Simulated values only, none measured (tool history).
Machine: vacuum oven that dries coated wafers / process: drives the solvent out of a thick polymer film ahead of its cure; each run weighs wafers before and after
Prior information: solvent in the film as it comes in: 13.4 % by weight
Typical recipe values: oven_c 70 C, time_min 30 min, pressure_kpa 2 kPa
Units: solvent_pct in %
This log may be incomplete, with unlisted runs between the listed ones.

run 1 hour=0 | oven_c=70 time_min=30 pressure_kpa=2 | solvent_pct=1.004
run 2 hour=59.7 | oven_c=70 time_min=30 pressure_kpa=2 | solvent_pct=0.995
run 3 hour=114.5 | oven_c=70 time_min=30 pressure_kpa=2 | solvent_pct=0.998
run 4 hour=212.1 | oven_c=70 time_min=30 pressure_kpa=2 | solvent_pct=0.996
run 5 hour=322.5 | oven_c=70 time_min=30 pressure_kpa=2 | solvent_pct=0.997
run 6 hour=404.8 | oven_c=70 time_min=30 pressure_kpa=1.5 | solvent_pct=0.868
run 7 hour=512.6 | oven_c=70 time_min=30 pressure_kpa=1.5 | solvent_pct=0.864
run 8 hour=631.2 | oven_c=70 time_min=30 pressure_kpa=1.5 | solvent_pct=0.863
-- hour=698.4 vacuum gauge cleaned of residue and calibrated
run 9 hour=720.2 | oven_c=70 time_min=30 pressure_kpa=3.53 | solvent_pct=1.351
run 10 hour=772.3 | oven_c=70 time_min=30 pressure_kpa=3.53 | solvent_pct=1.335
run 11 hour=873.5 | oven_c=70 time_min=30 pressure_kpa=3.53 | solvent_pct=1.333
run 12 hour=990.4 | oven_c=70 time_min=30 pressure_kpa=3.53 | solvent_pct=1.34
run 13 hour=1046.6 | oven_c=70 time_min=30 pressure_kpa=3.53 | solvent_pct=1.335
run 14 hour=1146.8 | oven_c=70 time_min=30 pressure_kpa=3.53 | solvent_pct=1.336
run 15 hour=1249.6 | oven_c=70 time_min=30 pressure_kpa=2 | solvent_pct=0.937
run 16 hour=1344.2 | oven_c=83 time_min=30 pressure_kpa=2 | solvent_pct=0.347
run 17 hour=1403.4 | oven_c=83 time_min=30 pressure_kpa=2 | solvent_pct=0.349
run 18 hour=1454.3 | oven_c=69 time_min=30 pressure_kpa=2 | solvent_pct=1.019
run 19 hour=1537.9 | oven_c=68 time_min=36 pressure_kpa=1.14 | solvent_pct=0.634
run 20 hour=1657.6 | oven_c=60 time_min=20 pressure_kpa=2 | solvent_pct=3.426
run 21 hour=1714.7 | oven_c=79 time_min=30 pressure_kpa=7.44 | solvent_pct=1.433
run 22 hour=1826.5 | oven_c=79 time_min=30 pressure_kpa=7.44 | solvent_pct=1.425
run 23 hour=1920 | oven_c=79 time_min=39 pressure_kpa=1.85 | solvent_pct=0.369
run 24 hour=2003.4 | oven_c=70 time_min=21 pressure_kpa=2 | solvent_pct=1.567
run 25 hour=2091.7 | oven_c=67 time_min=21 pressure_kpa=1.52 | solvent_pct=1.859
run 26 hour=2147.3 | oven_c=72 time_min=18 pressure_kpa=2 | solvent_pct=1.675
run 27 hour=2244.7 | oven_c=59 time_min=18 pressure_kpa=2 | solvent_pct=3.978
-- hour=2301.9 vacuum gauge cleaned of residue and calibrated
-- hour=2367.5 oven's thermocouples calibrated
run 28 hour=2372.2 | oven_c=59 time_min=26 pressure_kpa=3.03 | solvent_pct=3.303
run 29 hour=2480.9 | oven_c=59 time_min=26 pressure_kpa=3.03 | solvent_pct=3.287
run 30 hour=2594.6 | oven_c=65 time_min=19 pressure_kpa=1.45 | solvent_pct=2.657
run 31 hour=2673.8 | oven_c=65 time_min=19 pressure_kpa=1.45 | solvent_pct=2.653
run 32 hour=2792.3 | oven_c=76 time_min=43 pressure_kpa=2 | solvent_pct=0.455
run 33 hour=2913.5 | oven_c=61 time_min=43 pressure_kpa=2 | solvent_pct=1.339
run 34 hour=2966.2 | oven_c=63 time_min=16 pressure_kpa=3.25 | solvent_pct=4.13
run 35 hour=3059 | oven_c=63 time_min=16 pressure_kpa=3.25 | solvent_pct=4.118
run 36 hour=3119.2 | oven_c=73 time_min=53 pressure_kpa=2 | solvent_pct=0.505

Predict each of these 4 candidate next runs independently; none follows another, all start after run 36:
run A hour=3207.6 | oven_c=81 time_min=18 pressure_kpa=1.85 | solvent_pct=?
run B hour=3207.6 | oven_c=73 time_min=15 pressure_kpa=2 | solvent_pct=?
run C hour=3207.6 | oven_c=57 time_min=21 pressure_kpa=2.77 | solvent_pct=?
run D hour=3207.6 | oven_c=81 time_min=38 pressure_kpa=1.75 | solvent_pct=?

run=A solvent_pct=0.796
run=B solvent_pct=2.161
run=C solvent_pct=4.284
run=D solvent_pct=0.339
Without the tool's unlogged condition, the same runs would have read:
run=A solvent_pct=0.838
run=B solvent_pct=2.259
run=C solvent_pct=4.417
run=D solvent_pct=0.337
